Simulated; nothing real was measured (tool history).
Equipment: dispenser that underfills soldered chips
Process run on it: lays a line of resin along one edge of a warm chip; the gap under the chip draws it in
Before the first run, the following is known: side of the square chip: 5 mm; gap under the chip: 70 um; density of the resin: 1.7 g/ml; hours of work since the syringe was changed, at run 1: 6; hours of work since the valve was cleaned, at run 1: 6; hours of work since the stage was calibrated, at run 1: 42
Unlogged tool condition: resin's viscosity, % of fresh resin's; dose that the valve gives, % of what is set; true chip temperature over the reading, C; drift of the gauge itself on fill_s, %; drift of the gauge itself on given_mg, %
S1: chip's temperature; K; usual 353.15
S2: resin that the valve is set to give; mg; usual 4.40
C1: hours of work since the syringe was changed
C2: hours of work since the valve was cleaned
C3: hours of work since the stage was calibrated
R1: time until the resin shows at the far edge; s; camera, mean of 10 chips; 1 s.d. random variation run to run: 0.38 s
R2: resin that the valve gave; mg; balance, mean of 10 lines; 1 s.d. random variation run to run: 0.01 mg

{"run": 1, "day": 0.0, "S1": 353.15, "S2": 4.4, "C1": 6, "C2": 6, "C3": 42, "R1": 36.6, "R2": 4.37}
{"run": 2, "day": 0.246, "S1": 355.15, "S2": 4.4, "C1": 11, "C2": 11, "C3": 46, "R1": 45.4, "R2": 4.37}
{"day": 0.329, "done": "new syringe of resin"}
{"run": 3, "day": 0.504, "S1": 355.15, "S2": 4.4, "C1": 3, "C2": 15, "C3": 50, "R1": 27.8, "R2": 4.37}
{"run": 4, "day": 0.662, "S1": 355.15, "S2": 4.4, "C1": 6, "C2": 17, "C3": 53, "R1": 32.3, "R2": 4.36}
{"run": 5, "day": 0.925, "S1": 353.15, "S2": 5.64, "C1": 10, "C2": 22, "C3": 57, "R1": 45.9, "R2": 5.58}
{"day": 1.046, "done": "new syringe of resin"}
{"run": 6, "day": 1.254, "S1": 353.15, "S2": 5.56, "C1": 3, "C2": 27, "C3": 63, "R1": 29.4, "R2": 5.48}
{"run": 7, "day": 1.429, "S1": 353.15, "S2": 5.56, "C1": 6, "C2": 30, "C3": 65, "R1": 35.5, "R2": 5.47}
{"run": 8, "day": 1.696, "S1": 365.15, "S2": 5.56, "C1": 11, "C2": 34, "C3": 70, "R1": 33.9, "R2": 5.46}
{"day": 1.775, "done": "new syringe of resin"}
{"run": 9, "day": 1.925, "S1": 355.15, "S2": 4.4, "C1": 2, "C2": 38, "C3": 73, "R1": 26.1, "R2": 4.31}
{"run": 10, "day": 2.242, "S1": 368.15, "S2": 3.94, "C1": 8, "C2": 43, "C3": 79, "R1": 26.3, "R2": 3.82}
{"day": 2.492, "done": "new syringe of resin"}
{"run": 11, "day": 2.496, "S1": 368.15, "S2": 3.94, "C1": 0, "C2": 47, "C3": 83, "R1": 16.4, "R2": 3.83}
{"run": 12, "day": 2.779, "S1": 345.15, "S2": 5.35, "C1": 5, "C2": 51, "C3": 87, "R1": 43.8, "R2": 5.17}
{"run": 13, "day": 3.025, "S1": 345.15, "S2": 5.35, "C1": 9, "C2": 56, "C3": 91, "R1": 56.6, "R2": 5.19}
{"day": 3.2, "done": "dispensing valve cleaned and set on the balance"}
{"run": 14, "day": 3.217, "S1": 345.15, "S2": 5.35, "C1": 11, "C2": 0, "C3": 94, "R1": 67.3, "R2": 5.35}
{"day": 3.254, "done": "new syringe of resin"}
{"run": 15, "day": 3.483, "S1": 345.15, "S2": 5.35, "C1": 4, "C2": 5, "C3": 98, "R1": 41.3, "R2": 5.32}
{"run": 16, "day": 3.667, "S1": 348.15, "S2": 3.87, "C1": 7, "C2": 8, "C3": 101, "R1": 46.9, "R2": 3.87}
{"day": 3.983, "done": "new syringe of resin"}
{"run": 17, "day": 3.983, "S1": 343.15, "S2": 4.68, "C1": 0, "C2": 13, "C3": 106, "R1": 33.7, "R2": 4.64}
{"run": 18, "day": 4.212, "S1": 343.15, "S2": 4.68, "C1": 4, "C2": 16, "C3": 110, "R1": 43.1, "R2": 4.62}

What differs in the tool's unlogged condition from the final listed run ahead of each entry between runs to the first listed run following it?
From run 2 to run 3: new syringe of resin (day 0.329)
  resin's viscosity, % of fresh resin's: 201.5 -> 122.4; dose that the valve gives, % of what is set: 99.4 -> 99.17; true chip temperature over the reading, C: -0.24 -> -0.27
  measured value less the no-hidden-state value, R1: +23.1 -> +5.3 s; R2: -0.03 -> -0.04 mg
From run 5 to run 6: new syringe of resin (day 1.046)
  resin's viscosity, % of fresh resin's: 195 -> 127.4; dose that the valve gives, % of what is set: 98.78 -> 98.48; true chip temperature over the reading, C: -0.33 -> -0.37
  measured value less the no-hidden-state value, R1: +22.4 -> +6.5 s; R2: -0.07 -> -0.09 mg
From run 8 to run 9: new syringe of resin (day 1.775)
  resin's viscosity, % of fresh resin's: 207.6 -> 116.7; dose that the valve gives, % of what is set: 98.05 -> 97.83; true chip temperature over the reading, C: -0.43 -> -0.46
  measured value less the no-hidden-state value, R1: +17.6 -> +4.2 s; R2: -0.11 -> -0.09 mg
From run 10 to run 11: new syringe of resin (day 2.492)
  resin's viscosity, % of fresh resin's: 166.1 -> 102.2; dose that the valve gives, % of what is set: 97.51 -> 97.26; true chip temperature over the reading, C: -0.5 -> -0.53
  measured value less the no-hidden-state value, R1: +10.7 -> +0.7 s; R2: -0.10 -> -0.10 mg
From run 13 to run 14: dispensing valve cleaned and set on the balance (day 3.200)
  resin's viscosity, % of fresh resin's: 184.4 -> 217.5; dose that the valve gives, % of what is set: 96.72 -> 99.99; true chip temperature over the reading, C: -0.6 -> -0.62
  measured value less the no-hidden-state value, R1: +26.6 -> +37.2 s; R2: -0.17 -> +0.00 mg
From run 14 to run 15: new syringe of resin (day 3.254)
  resin's viscosity, % of fresh resin's: 217.5 -> 131.3; dose that the valve gives, % of what is set: 99.99 -> 99.71; true chip temperature over the reading, C: -0.62 -> -0.65
  measured value less the no-hidden-state value, R1: +37.2 -> +10.5 s; R2: +0.00 -> -0.02 mg
From run 16 to run 17: new syringe of resin (day 3.983)
  resin's viscosity, % of fresh resin's: 160.9 -> 99.8; dose that the valve gives, % of what is set: 99.51 -> 99.17; true chip temperature over the reading, C: -0.67 -> -0.72
  measured value less the no-hidden-state value, R1: +18.5 -> +0.8 s; R2: -0.02 -> -0.04 mg
